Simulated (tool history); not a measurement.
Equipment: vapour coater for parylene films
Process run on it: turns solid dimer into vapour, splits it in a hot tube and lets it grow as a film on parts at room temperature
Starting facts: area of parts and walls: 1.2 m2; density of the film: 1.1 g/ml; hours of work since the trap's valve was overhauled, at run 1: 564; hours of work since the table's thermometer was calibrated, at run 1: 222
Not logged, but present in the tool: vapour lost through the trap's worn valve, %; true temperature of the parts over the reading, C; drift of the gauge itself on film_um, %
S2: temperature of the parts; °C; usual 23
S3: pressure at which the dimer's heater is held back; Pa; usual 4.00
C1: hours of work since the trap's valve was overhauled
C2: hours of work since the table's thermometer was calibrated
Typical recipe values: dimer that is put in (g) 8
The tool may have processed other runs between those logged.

{"run": 1, "hour": 0.0, "dimer that is put in (g)": 8, "S2": 23, "S3": 4.0, "C1": 564, "C2": 222, "thickness of the film (µm)": 3.11}
{"run": 2, "hour": 14.0, "dimer that is put in (g)": 11, "S2": 23, "S3": 4.0, "C1": 570, "C2": 228, "thickness of the film (µm)": 4.36}
{"run": 3, "hour": 27.2, "dimer that is put in (g)": 11, "S2": 23, "S3": 4.0, "C1": 576, "C2": 233, "thickness of the film (µm)": 4.21}
{"run": 4, "hour": 35.0, "dimer that is put in (g)": 11, "S2": 23, "S3": 4.0, "C1": 579, "C2": 236, "thickness of the film (µm)": 4.27}
{"run": 5, "hour": 42.1, "dimer that is put in (g)": 11, "S2": 22, "S3": 4.0, "C1": 582, "C2": 239, "thickness of the film (µm)": 4.4}
{"run": 6, "hour": 57.9, "dimer that is put in (g)": 11, "S2": 22, "S3": 4.0, "C1": 589, "C2": 246, "thickness of the film (µm)": 4.32}
{"run": 7, "hour": 67.2, "dimer that is put in (g)": 11, "S2": 22, "S3": 4.0, "C1": 592, "C2": 250, "thickness of the film (µm)": 4.39}
{"run": 8, "hour": 79.2, "dimer that is put in (g)": 11, "S2": 22, "S3": 4.71, "C1": 597, "C2": 255, "thickness of the film (µm)": 4.21}
{"run": 9, "hour": 93.6, "dimer that is put in (g)": 3, "S2": 30, "S3": 4.39, "C1": 603, "C2": 261, "thickness of the film (µm)": 0.98}
{"hour": 102.6, "done": "trap's valve overhauled"}
{"run": 10, "hour": 108.7, "dimer that is put in (g)": 11, "S2": 23, "S3": 3.04, "C1": 3, "C2": 265, "thickness of the film (µm)": 5.19}
{"run": 11, "hour": 117.5, "dimer that is put in (g)": 11, "S2": 23, "S3": 3.04, "C1": 6, "C2": 269, "thickness of the film (µm)": 5.23}

What if the next run were any one of these 4? Each begins from the tool's condition after run 11:
{"run": "A", "hour": 130.6, "dimer that is put in (g)": 8, "S2": 32, "S3": 7.14, "C1": 12, "C2": 275, "thickness of the film (µm)": "?"}
{"run": "B", "hour": 130.6, "dimer that is put in (g)": 4, "S2": 35, "S3": 2.23, "C1": 12, "C2": 275, "thickness of the film (µm)": "?"}
{"run": "C", "hour": 130.6, "dimer that is put in (g)": 11, "S2": 18, "S3": 3.04, "C1": 12, "C2": 275, "thickness of the film (µm)": "?"}
{"run": "D", "hour": 130.6, "dimer that is put in (g)": 4, "S2": 33, "S3": 3.66, "C1": 12, "C2": 275, "thickness of the film (µm)": "?"}

run=A thickness_of_the_film_(µm)=2.55
run=B thickness_of_the_film_(µm)=1.51
run=C thickness_of_the_film_(µm)=5.82
run=D thickness_of_the_film_(µm)=1.41
Had the tool no hidden state, the same runs would have come out as:
run=A thickness_of_the_film_(µm)=2.58
run=B thickness_of_the_film_(µm)=1.53
run=C thickness_of_the_film_(µm)=5.91
run=D thickness_of_the_film_(µm)=1.43
